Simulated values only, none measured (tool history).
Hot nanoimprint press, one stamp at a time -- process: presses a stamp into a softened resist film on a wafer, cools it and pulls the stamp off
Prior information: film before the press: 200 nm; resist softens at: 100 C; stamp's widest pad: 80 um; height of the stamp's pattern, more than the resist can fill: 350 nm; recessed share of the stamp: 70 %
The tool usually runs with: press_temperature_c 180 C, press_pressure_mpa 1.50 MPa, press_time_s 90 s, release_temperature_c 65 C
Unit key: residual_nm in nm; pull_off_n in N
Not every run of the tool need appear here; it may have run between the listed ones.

run	hour	press_temperature_c	press_pressure_mpa	press_time_s	release_temperature_c	residual_nm	pull_off_n
1	0.0	180	1.50	90	65	102.0	219
2	23.2	180	1.50	90	65	101.7	224
3	37.4	180	1.86	90	65	91.3	221
4	52.5	180	1.50	90	53	101.4	297
5	68.8	180	1.50	90	53	101.3	298
6	81.5	180	1.50	90	53	101.0	301
7	106.8	176	1.50	90	65	117.4	230
8	131.7	176	1.50	90	65	117.0	235
9	152.5	176	1.50	90	65	117.3	236
10	174.5	176	1.31	90	65	123.8	238
11	197.3	180	1.50	90	65	100.3	240
12	215.7	180	1.50	90	65	100.3	238
13	238.4	180	1.50	90	65	100.5	245
# hour 242.7: plate thermocouple calibrated
14	258.7	170	1.50	90	65	141.6	247
15	270.4	170	1.50	90	65	141.7	240
16	291.8	170	1.50	90	65	142.2	249
# hour 300.0: stamp cleaned and given a new release coat
17	314.9	170	1.50	90	65	141.6	204
# hour 321.2: plate thermocouple calibrated, once more
18	335.4	170	1.50	90	65	145.1	210
19	355.8	170	1.50	90	65	145.0	214
20	373.6	170	0.97	90	65	163.5	213
21	400.1	170	0.97	90	65	163.1	215
22	420.7	170	0.97	90	65	163.1	222
23	441.1	174	0.97	66	65	156.8	224
24	459.0	171	0.97	57	65	170.9	219
25	477.8	171	1.27	110	71	140.8	188
26	500.9	177	1.35	152	71	100.8	192
27	516.5	179	1.92	55	65	109.7	231
28	541.9	180	1.37	90	65	105.5	231
29	563.1	180	1.37	90	65	105.2	233
30	587.8	180	1.50	53	70	118.7	202

Below are 4 alternative next runs, each starting from the tool's condition after run 30. Predict each:
A	607.5	180	1.18	90	65	?	?
B	607.5	180	1.99	122	53	?	?
C	607.5	176	1.50	55	50	?	?
D	607.5	180	1.10	128	67	?	?

run	residual_nm	pull_off_n
A	112.4	240
B	78.3	315
C	133.9	336
D	103.7	226
With the hidden condition removed and each run's random variation left untouched, the same runs would have given:
run	residual_nm	pull_off_n
A	114.1	210
B	79.5	275
C	135.7	293
D	105.5	198
